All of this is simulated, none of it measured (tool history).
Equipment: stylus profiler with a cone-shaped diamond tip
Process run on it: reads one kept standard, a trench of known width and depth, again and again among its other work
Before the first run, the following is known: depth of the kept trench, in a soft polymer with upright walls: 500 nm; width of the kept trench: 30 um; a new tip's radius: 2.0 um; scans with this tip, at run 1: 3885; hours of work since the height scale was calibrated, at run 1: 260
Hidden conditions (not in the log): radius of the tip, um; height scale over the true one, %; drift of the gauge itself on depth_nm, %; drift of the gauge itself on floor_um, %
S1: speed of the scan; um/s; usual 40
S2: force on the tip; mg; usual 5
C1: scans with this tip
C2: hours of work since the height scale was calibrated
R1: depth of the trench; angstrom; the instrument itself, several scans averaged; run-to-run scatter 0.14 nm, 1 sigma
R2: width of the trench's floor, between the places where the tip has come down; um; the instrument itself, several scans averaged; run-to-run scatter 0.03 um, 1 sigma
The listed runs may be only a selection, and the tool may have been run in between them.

Run 1, hour 0: usual settings; C1 3885; C2 260. Result: R1 5143.2 angstrom, R2 26.51 um.
Run 2, hour 17.1: usual settings but S1 160 um/s; C1 4059; C2 272. Result: R1 5141.7 angstrom, R2 26.09 um.
Run 3, hour 27.9: usual settings but S1 160 um/s; C1 4168; C2 279. Result: R1 5141.9 angstrom, R2 26.11 um.
Run 4, hour 38.6: usual settings but S1 160 um/s; C1 4276; C2 286. Result: R1 5142.5 angstrom, R2 26.08 um.
Run 5, hour 56.5: usual settings but S1 160 um/s; C1 4457; C2 299. Result: R1 5143 angstrom, R2 26.1 um.
Run 6, hour 73.9: usual settings but S1 160 um/s; C1 4634; C2 310. Result: R1 5143.3 angstrom, R2 25.97 um.
Run 7, hour 88: usual settings but S1 160 um/s; C1 4776; C2 320. Result: R1 5142.5 angstrom, R2 26.01 um.
Run 8, hour 97.5: usual settings but S1 160 um/s; C1 4872; C2 326. Result: R1 5142.1 angstrom, R2 25.98 um.
Run 9, hour 116.4: usual settings but S1 160 um/s; C1 5063; C2 339. Result: R1 5141.7 angstrom, R2 26 um.
Run 10, hour 133.4: usual settings but S1 160 um/s; C1 5236; C2 351. Result: R1 5141.1 angstrom, R2 25.89 um.
Run 11, hour 151.9: usual settings; C1 5423; C2 363. Result: R1 5144 angstrom, R2 26.22 um.
Run 12, hour 173.3: usual settings; C1 5639; C2 378. Result: R1 5143.5 angstrom, R2 26.19 um.
Run 13, hour 191: usual settings; C1 5819; C2 390. Result: R1 5144.3 angstrom, R2 26.16 um.
Run 14, hour 209.2: usual settings but S1 20 um/s; C1 6003; C2 402. Result: R1 5146.4 angstrom, R2 26.19 um.
Run 15, hour 219.3: usual settings but S1 20 um/s; C1 6105; C2 409. Result: R1 5145.2 angstrom, R2 26.17 um.
Run 16, hour 238.8: usual settings but S1 20 um/s; C1 6303; C2 422. Result: R1 5142.3 angstrom, R2 26.17 um.
Run 17, hour 255.2: usual settings; C1 6468; C2 433. Result: R1 5145.7 angstrom, R2 26.04 um.
Run 18, hour 264.6: usual settings; C1 6563; C2 440. Result: R1 5143.3 angstrom, R2 26.07 um.
Run 19, hour 275: usual settings; C1 6669; C2 447. Result: R1 5146.9 angstrom, R2 26.06 um.
Run 20, hour 286.9: usual settings; C1 6789; C2 455. Result: R1 5145.3 angstrom, R2 26.06 um.
Run 21, hour 306.5: usual settings but S1 13 um/s; C1 6988; C2 468. Result: R1 5146.5 angstrom, R2 26.06 um.
Run 22, hour 323.8: usual settings but S2 6.99 mg; C1 7163; C2 480. Result: R1 5177.6 angstrom, R2 25.97 um.
Run 23, hour 336.7: usual settings but S1 30 um/s, S2 1.77 mg; C1 7293; C2 488. Result: R1 5076 angstrom, R2 25.92 um.
Run 24, hour 348.5: usual settings but S1 15 um/s, S2 8.01 mg; C1 7413; C2 496. Result: R1 5195 angstrom, R2 25.97 um.
Run 25, hour 360.3: usual settings but S1 15 um/s, S2 8.01 mg; C1 7533; C2 504. Result: R1 5196.1 angstrom, R2 25.95 um.
Run 26, hour 370.2: usual settings but S1 31 um/s, S2 6.13 mg; C1 7632; C2 511. Result: R1 5166.9 angstrom, R2 25.91 um.
Run 27, hour 386.7: usual settings but S1 47 um/s, S2 2.81 mg; C1 7800; C2 522. Result: R1 5100.1 angstrom, R2 25.82 um.
Run 28, hour 399.1: usual settings but S1 47 um/s, S2 2.81 mg; C1 7926; C2 531. Result: R1 5101.9 angstrom, R2 25.84 um.
Run 29, hour 418.1: usual settings but S1 47 um/s, S2 2.81 mg; C1 8118; C2 544. Result: R1 5105.3 angstrom, R2 25.77 um.
Run 30, hour 431.2: usual settings but S1 10 um/s, S2 12.41 mg; C1 8250; C2 553. Result: R1 5262.6 angstrom, R2 25.9 um.
Run 31, hour 441.9: usual settings but S1 10 um/s, S2 12.41 mg; C1 8358; C2 560. Result: R1 5263.5 angstrom, R2 25.93 um.
Run 32, hour 451.9: usual settings but S1 34 um/s, S2 9.81 mg; C1 8459; C2 567. Result: R1 5226.1 angstrom, R2 25.82 um.
Run 33, hour 470.9: usual settings but S1 34 um/s, S2 2.48 mg; C1 8652; C2 579. Result: R1 5095.3 angstrom, R2 25.71 um.
Run 34, hour 487.2: usual settings but S1 34 um/s, S2 2.48 mg; C1 8817; C2 591. Result: R1 5095 angstrom, R2 25.71 um.
Run 35, hour 507.9: usual settings but S1 12 um/s, S2 3.9 mg; C1 9026; C2 604. Result: R1 5126.9 angstrom, R2 25.71 um.

Each row is a separate what-if for the run after 35, all from the same tool condition, not one after another. Results?
Run A, hour 528.2: usual settings but S1 106 um/s, S2 12.41 mg; C1 9232; C2 618. Result: R1 ?, R2 ?.
Run B, hour 528.2: usual settings but S1 87 um/s, S2 3.55 mg; C1 9232; C2 618. Result: R1 ?, R2 ?.
Run C, hour 528.2: usual settings but S1 46 um/s, S2 10.58 mg; C1 9232; C2 618. Result: R1 ?, R2 ?.
Run D, hour 528.2: usual settings but S1 27 um/s, S2 2.21 mg; C1 9232; C2 618. Result: R1 ?, R2 ?.

run      R1     R2
  A  5263.8   25.6
  B  5119.9   25.5
  C  5239.3  25.67
  D  5086.9  25.67
Without the tool's hidden state the same runs would have given:
run      R1     R2
  A  5256.1  27.18
  B  5112.4  27.07
  C  5231.7  27.25
  D  5079.5  27.24

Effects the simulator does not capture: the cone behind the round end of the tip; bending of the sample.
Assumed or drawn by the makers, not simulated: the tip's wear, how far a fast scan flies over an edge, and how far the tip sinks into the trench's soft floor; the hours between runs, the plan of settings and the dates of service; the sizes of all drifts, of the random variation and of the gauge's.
